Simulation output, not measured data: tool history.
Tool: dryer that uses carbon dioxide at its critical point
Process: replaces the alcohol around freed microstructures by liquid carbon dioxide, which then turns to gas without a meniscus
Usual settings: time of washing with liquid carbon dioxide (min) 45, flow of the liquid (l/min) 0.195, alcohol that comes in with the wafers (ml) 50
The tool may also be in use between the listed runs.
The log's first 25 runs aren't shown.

run   hour  time of washing with liquid carbon dioxide (min)  flow of the liquid (l/min)  alcohol that comes in with the wafers (ml)  hours of work since the filter was changed  hours of work since the purifier's bed was changed  alcohol left in the vessel before it's heated (ppm by volume)
 26  348.6                                                40                       0.224                                          27                                         239                                                 280                                                             41
 27  360.9                                                35                       0.328                                          71                                         247                                                 288                                                             20
 28  378.1                                                30                       0.328                                          27                                         258                                                 299                                                             30
 29  390.7                                                45                       0.197                                          95                                         267                                                 308                                                            143
 30  398.6                                                50                       0.261                                          72                                         272                                                 313                                                             29
 31  417.1                                                50                       0.261                                          72                                         284                                                 325                                                             22
 32    429                                                50                       0.261                                          88                                         292                                                 333                                                             20
 33  447.3                                                45                        0.12                                         105                                         304                                                 345                                                           2112
 34  456.5                                                44                       0.146                                          66                                         310                                                 351                                                            618
 35  465.2                                                45                       0.195                                          23                                         316                                                 357                                                             47
 36  476.4                                                57                       0.124                                          23                                         323                                                 364                                                            158
 37  491.1                                                37                       0.251                                          50                                         333                                                 374                                                             64
 38  501.3                                                37                       0.251                                          50                                         340                                                 381                                                             72
       505  -- inlet filter changed
 39  515.5                                                37                       0.251                                          50                                           7                                                 390                                                             45
 40  532.9                                                28                       0.129                                          50                                          18                                                 401                                                           3075
 41  544.4                                                57                       0.129                                          50                                          26                                                 409                                                            194
 42  552.8                                                57                       0.129                                          50                                          32                                                 414                                                            207
 43  567.6                                                44                       0.129                                          36                                          41                                                 424                                                            479
 44  577.6                                                32                       0.311                                          29                                          48                                                 431                                                             27
 45  594.9                                                45                       0.156                                          50                                          60                                                 442                                                            245

Forecast each of these 3 alternatives for the next run:
  A  610.3                                                45                       0.162                                          34                                          70                                                 452                                                              ?
  B  610.3                                                45                       0.168                                         104                                          70                                                 452                                                              ?
  C  610.3                                                72                       0.205                                          26                                          70                                                 452                                                              ?

run  alcohol left in the vessel before it's heated (ppm by volume)
  A                                                            143
  B                                                            336
  C                                                             18
Without the tool's hidden state the same runs would have given:
run  alcohol left in the vessel before it's heated (ppm by volume)
  A                                                            121
  B                                                            299
  C                                                              5
